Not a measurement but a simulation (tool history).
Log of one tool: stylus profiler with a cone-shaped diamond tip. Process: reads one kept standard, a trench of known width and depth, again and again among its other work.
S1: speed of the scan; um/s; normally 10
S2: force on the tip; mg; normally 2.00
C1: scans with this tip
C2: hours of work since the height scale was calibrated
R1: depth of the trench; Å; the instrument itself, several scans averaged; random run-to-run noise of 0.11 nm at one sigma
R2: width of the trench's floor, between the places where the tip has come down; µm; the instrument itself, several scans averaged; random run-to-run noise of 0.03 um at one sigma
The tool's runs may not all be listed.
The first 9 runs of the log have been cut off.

run 10 hour=134.9 | S1=10 S2=0.99 | C1=4512 C2=381 | R1=2013.8 R2=47.64
run 11 hour=155.0 | S1=10 S2=2.92 | C1=4633 C2=392 | R1=2024.3 R2=47.72
run 12 hour=175.2 | S1=10 S2=1.42 | C1=4753 C2=402 | R1=2016.5 R2=47.60
run 13 hour=185.2 | S1=10 S2=1.42 | C1=4813 C2=407 | R1=2014.5 R2=47.64
run 14 hour=194.0 | S1=10 S2=2.00 | C1=4866 C2=411 | R1=2017.6 R2=47.67
run 15 hour=211.9 | S1=10 S2=2.00 | C1=4972 C2=420 | R1=2018.6 R2=47.65
run 16 hour=228.3 | S1=10 S2=2.00 | C1=5070 C2=429 | R1=2018.9 R2=47.64
run 17 hour=243.2 | S1=10 S2=2.00 | C1=5160 C2=436 | R1=2018.8 R2=47.58
run 18 hour=255.7 | S1=10 S2=2.00 | C1=5234 C2=442 | R1=2019.0 R2=47.69
run 19 hour=274.4 | S1=10 S2=2.00 | C1=5346 C2=452 | R1=2022.0 R2=47.62
run 20 hour=291.8 | S1=10 S2=2.00 | C1=5450 C2=461 | R1=2021.1 R2=47.65
run 21 hour=304.5 | S1=21 S2=2.00 | C1=5526 C2=467 | R1=2022.1 R2=47.52
run 22 hour=318.5 | S1=4 S2=2.00 | C1=5610 C2=474 | R1=2020.5 R2=47.64
run 23 hour=328.3 | S1=5 S2=2.00 | C1=5668 C2=479 | R1=2019.4 R2=47.67
-- hour=330.7 height scale calibrated on a step standard
run 24 hour=344.4 | S1=5 S2=2.00 | C1=5761 C2=7 | R1=2018.9 R2=47.64
run 25 hour=360.3 | S1=2 S2=2.17 | C1=5857 C2=15 | R1=2024.4 R2=47.70
run 26 hour=378.2 | S1=2 S2=2.17 | C1=5964 C2=24 | R1=2023.0 R2=47.62
run 27 hour=395.8 | S1=14 S2=2.59 | C1=6069 C2=33 | R1=2022.0 R2=47.53
run 28 hour=410.7 | S1=21 S2=5.37 | C1=6158 C2=40 | R1=2035.1 R2=47.60
run 29 hour=426.5 | S1=24 S2=5.00 | C1=6252 C2=48 | R1=2035.2 R2=47.56
-- hour=440.6 height scale calibrated on a step standard, once more
run 30 hour=440.8 | S1=21 S2=3.87 | C1=6334 C2=0 | R1=2026.0 R2=47.53
run 31 hour=449.3 | S1=10 S2=4.50 | C1=6385 C2=4 | R1=2027.2 R2=47.60
run 32 hour=466.6 | S1=10 S2=4.50 | C1=6489 C2=13 | R1=2029.6 R2=47.59
run 33 hour=479.6 | S1=18 S2=4.50 | C1=6566 C2=20 | R1=2027.3 R2=47.52

For run 34, what comes out?
run 34 hour=494.4 | S1=2 S2=2.18 | C1=6655 C2=27 | R1=? R2=?

Run 34 produced R1 2017.1 Å, R2 47.59 µm.
Had the tool carried no hidden state, the very same run would have given R1 2017.2 Å, R2 48.03 µm.
